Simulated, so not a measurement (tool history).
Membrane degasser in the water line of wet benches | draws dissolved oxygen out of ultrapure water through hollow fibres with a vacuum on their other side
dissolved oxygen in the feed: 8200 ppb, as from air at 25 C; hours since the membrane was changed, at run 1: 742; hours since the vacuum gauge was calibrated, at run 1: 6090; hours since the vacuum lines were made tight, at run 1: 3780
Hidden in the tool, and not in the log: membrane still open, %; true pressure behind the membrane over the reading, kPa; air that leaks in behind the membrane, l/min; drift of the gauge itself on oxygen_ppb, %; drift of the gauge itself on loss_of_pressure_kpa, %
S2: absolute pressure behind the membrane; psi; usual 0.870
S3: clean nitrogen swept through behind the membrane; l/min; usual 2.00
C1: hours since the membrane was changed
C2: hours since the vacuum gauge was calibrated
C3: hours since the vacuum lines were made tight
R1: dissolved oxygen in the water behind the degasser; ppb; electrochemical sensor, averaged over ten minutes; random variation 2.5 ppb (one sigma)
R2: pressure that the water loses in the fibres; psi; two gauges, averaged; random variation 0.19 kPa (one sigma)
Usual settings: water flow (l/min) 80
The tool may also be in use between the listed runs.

run 1 hour=0.0 | water_flow_(l/min)=80 S2=0.870 S3=2.00 | C1=742 C2=6090 C3=3780 | R1=273.7 R2=5.603
-- hour=129.2 seals of the vacuum lines changed
run 2 hour=150.7 | water_flow_(l/min)=80 S2=0.870 S3=2.00 | C1=891 C2=6239 C3=21 | R1=269.3 R2=5.575
run 3 hour=320.8 | water_flow_(l/min)=80 S2=0.870 S3=2.00 | C1=1061 C2=6409 C3=192 | R1=273.4 R2=5.590
run 4 hour=461.6 | water_flow_(l/min)=80 S2=0.870 S3=2.00 | C1=1202 C2=6550 C3=332 | R1=265.8 R2=5.617
run 5 hour=664.8 | water_flow_(l/min)=80 S2=0.870 S3=2.00 | C1=1405 C2=6753 C3=536 | R1=273.5 R2=5.641
-- hour=770.8 vacuum gauge calibrated
run 6 hour=905.5 | water_flow_(l/min)=80 S2=0.870 S3=2.00 | C1=1645 C2=135 C3=776 | R1=245.3 R2=5.704
run 7 hour=1192.1 | water_flow_(l/min)=80 S2=0.870 S3=2.00 | C1=1932 C2=421 C3=1062 | R1=246.3 R2=5.665
run 8 hour=1493.1 | water_flow_(l/min)=80 S2=0.870 S3=2.00 | C1=2233 C2=722 C3=1363 | R1=250.4 R2=5.757
run 9 hour=1668.1 | water_flow_(l/min)=80 S2=0.870 S3=2.00 | C1=2408 C2=897 C3=1538 | R1=251.1 R2=5.710
run 10 hour=1930.3 | water_flow_(l/min)=80 S2=0.870 S3=2.00 | C1=2670 C2=1160 C3=1801 | R1=258.8 R2=5.739
run 11 hour=2217.9 | water_flow_(l/min)=80 S2=0.870 S3=2.00 | C1=2958 C2=1447 C3=2088 | R1=256.3 R2=5.786
run 12 hour=2488.2 | water_flow_(l/min)=80 S2=0.870 S3=3.07 | C1=3228 C2=1717 C3=2358 | R1=191.9 R2=5.773
run 13 hour=2683.7 | water_flow_(l/min)=80 S2=0.870 S3=2.00 | C1=3423 C2=1913 C3=2554 | R1=261.7 R2=5.831
run 14 hour=2851.2 | water_flow_(l/min)=80 S2=0.870 S3=2.00 | C1=3591 C2=2080 C3=2721 | R1=256.5 R2=5.791
run 15 hour=3178.6 | water_flow_(l/min)=80 S2=0.870 S3=2.00 | C1=3918 C2=2408 C3=3049 | R1=262.0 R2=5.815
run 16 hour=3351.5 | water_flow_(l/min)=80 S2=0.870 S3=2.00 | C1=4091 C2=2581 C3=3222 | R1=263.3 R2=5.891
run 17 hour=3618.9 | water_flow_(l/min)=128 S2=1.578 S3=1.23 | C1=4359 C2=2848 C3=3489 | R1=1249.3 R2=9.438
run 18 hour=3760.7 | water_flow_(l/min)=97 S2=0.870 S3=2.36 | C1=4500 C2=2990 C3=3631 | R1=302.4 R2=7.182
run 19 hour=4031.1 | water_flow_(l/min)=50 S2=0.666 S3=2.36 | C1=4771 C2=3260 C3=3901 | R1=75.7 R2=3.726
-- hour=4048.8 seals of the vacuum lines changed
run 20 hour=4281.0 | water_flow_(l/min)=50 S2=0.666 S3=2.36 | C1=5019 C2=3508 C3=232 | R1=76.5 R2=3.729
run 21 hour=4583.6 | water_flow_(l/min)=50 S2=0.666 S3=2.36 | C1=5321 C2=3811 C3=535 | R1=77.9 R2=3.725
run 22 hour=4909.6 | water_flow_(l/min)=85 S2=1.285 S3=2.00 | C1=5647 C2=4137 C3=861 | R1=512.9 R2=6.402
run 23 hour=5192.7 | water_flow_(l/min)=64 S2=1.356 S3=1.79 | C1=5930 C2=4420 C3=1144 | R1=466.2 R2=4.823
run 24 hour=5429.7 | water_flow_(l/min)=64 S2=1.356 S3=1.79 | C1=6167 C2=4657 C3=1381 | R1=454.9 R2=4.844
run 25 hour=5601.9 | water_flow_(l/min)=48 S2=0.933 S3=1.44 | C1=6340 C2=4829 C3=1553 | R1=235.9 R2=3.664
run 26 hour=5781.0 | water_flow_(l/min)=123 S2=0.963 S3=2.26 | C1=6519 C2=5008 C3=1732 | R1=512.5 R2=9.339
run 27 hour=6034.1 | water_flow_(l/min)=123 S2=0.963 S3=2.26 | C1=6772 C2=5261 C3=1985 | R1=512.1 R2=9.461
run 28 hour=6290.1 | water_flow_(l/min)=56 S2=1.575 S3=0.86 | C1=7028 C2=5517 C3=2241 | R1=843.0 R2=4.242
run 29 hour=6474.5 | water_flow_(l/min)=56 S2=1.575 S3=0.86 | C1=7212 C2=5702 C3=2426 | R1=859.4 R2=4.297
run 30 hour=6692.4 | water_flow_(l/min)=80 S2=1.117 S3=2.00 | C1=7430 C2=5920 C3=2644 | R1=411.5 R2=6.196
run 31 hour=6847.1 | water_flow_(l/min)=80 S2=1.117 S3=2.00 | C1=7585 C2=6074 C3=2798 | R1=404.6 R2=6.244
run 32 hour=7119.9 | water_flow_(l/min)=50 S2=0.870 S3=1.00 | C1=7858 C2=6347 C3=3071 | R1=290.6 R2=3.878

Forecast each of these 4 alternatives for the next run:
run A hour=7441.7 | water_flow_(l/min)=50 S2=0.870 S3=0.98 | C1=8179 C2=6669 C3=3393 | R1=? R2=?
run B hour=7441.7 | water_flow_(l/min)=80 S2=0.698 S3=2.00 | C1=8179 C2=6669 C3=3393 | R1=? R2=?
run C hour=7441.7 | water_flow_(l/min)=119 S2=1.611 S3=1.26 | C1=8179 C2=6669 C3=3393 | R1=? R2=?
run D hour=7441.7 | water_flow_(l/min)=65 S2=0.870 S3=1.28 | C1=8179 C2=6669 C3=3393 | R1=? R2=?

run=A R1=296.3 R2=3.946
run=B R1=200.6 R2=6.248
run=C R1=1233.5 R2=9.356
run=D R1=307.9 R2=5.063
Without the tool's hidden state the same runs would have given:
run=A R1=265.4 R2=3.485
run=B R1=153.2 R2=5.513
run=C R1=1146.3 R2=8.254
run=D R1=269.7 R2=4.466

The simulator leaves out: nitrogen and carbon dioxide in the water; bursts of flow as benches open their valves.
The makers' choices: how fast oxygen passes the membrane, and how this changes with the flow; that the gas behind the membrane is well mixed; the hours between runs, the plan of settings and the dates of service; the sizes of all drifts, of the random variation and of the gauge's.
